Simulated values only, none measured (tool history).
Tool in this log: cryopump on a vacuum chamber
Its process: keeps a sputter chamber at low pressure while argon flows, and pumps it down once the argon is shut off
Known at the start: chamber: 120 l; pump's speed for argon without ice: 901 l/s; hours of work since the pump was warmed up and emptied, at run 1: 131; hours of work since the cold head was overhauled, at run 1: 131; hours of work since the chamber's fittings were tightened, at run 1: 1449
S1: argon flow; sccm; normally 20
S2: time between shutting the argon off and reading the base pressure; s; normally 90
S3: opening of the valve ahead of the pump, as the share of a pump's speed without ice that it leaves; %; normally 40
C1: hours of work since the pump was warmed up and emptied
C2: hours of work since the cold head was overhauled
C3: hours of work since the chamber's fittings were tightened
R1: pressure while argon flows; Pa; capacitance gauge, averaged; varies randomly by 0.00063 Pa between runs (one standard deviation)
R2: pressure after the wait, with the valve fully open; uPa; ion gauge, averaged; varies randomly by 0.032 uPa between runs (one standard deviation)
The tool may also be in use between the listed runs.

run	day	S1	S2	S3	C1	C2	C3	R1	R2
1	0.000	20	90	40	131	131	1449	0.0955	3.32
2	0.421	20	90	40	135	135	1453	0.0947	3.27
3	1.083	20	90	40	141	141	1459	0.0949	3.18
4	1.838	20	90	40	148	148	1467	0.0957	3.27
5	2.167	20	90	40	152	152	1470	0.0944	3.44
6	2.846	20	90	40	158	158	1476	0.0955	3.47
7	3.154	20	90	40	161	161	1479	0.0949	3.41
8	3.658	20	90	40	166	166	1484	0.0962	3.33
9	4.325	20	90	40	173	173	1491	0.0953	3.39
10	4.788	20	90	40	177	177	1495	0.0957	3.31
11	5.421	20	270	40	183	183	1502	0.0956	2.52
12	5.804	20	90	40	187	187	1505	0.0952	3.36
13	6.512	20	90	40	194	194	1512	0.0961	3.42
14	7.254	20	90	40	201	201	1519	0.0954	3.45
15	7.792	20	90	40	207	207	1525	0.0964	3.36
16	8.375	20	90	40	212	212	1530	0.0965	3.40
17	8.808	20	90	39	216	216	1535	0.0982	3.37
18	9.425	20	90	39	222	222	1541	0.0992	3.41
19	10.183	20	34	22	230	230	1548	0.1737	5.91
20	10.788	20	49	30	236	236	1554	0.1286	4.78
21	11.129	24	163	27	239	239	1557	0.1698	2.89
22	11.525	24	163	46	243	243	1561	0.1012	2.92
23	12.167	24	114	40	249	249	1567	0.1168	3.27
24	12.562	20	67	16	253	253	1571	0.2370	4.03
25	13.012	20	67	16	257	257	1576	0.2358	3.90
26	13.512	14	29	21	262	262	1580	0.1265	6.35
27	14.225	15	39	16	269	269	1587	0.1772	5.47
28	14.929	15	121	40	276	276	1594	0.0722	3.18
29	15.417	15	51	40	281	281	1599	0.0723	4.50
30	15.833	24	134	40	285	285	1603	0.1158	3.02
31	16.392	20	127	30	290	290	1608	0.1298	3.13
32	17.142	20	127	30	298	298	1616	0.1269	3.03
33	17.862	20	64	40	305	305	1623	0.0970	4.13
34	18.267	20	64	40	309	309	1627	0.0975	4.29

Each row is a separate what-if for the run after 34, all from the same tool condition, not one after another. Results?
A	18.775	20	268	40	314	314	1632	?	?
B	18.775	20	222	43	314	314	1632	?	?
C	18.775	29	129	40	314	314	1632	?	?

run	R1	R2
A	0.0973	2.65
B	0.0916	2.75
C	0.1407	3.05
Stripped of hidden state, with their random variation kept, the same runs would have yielded:
run	R1	R2
A	0.0941	0.80
B	0.0884	0.87
C	0.1361	1.24
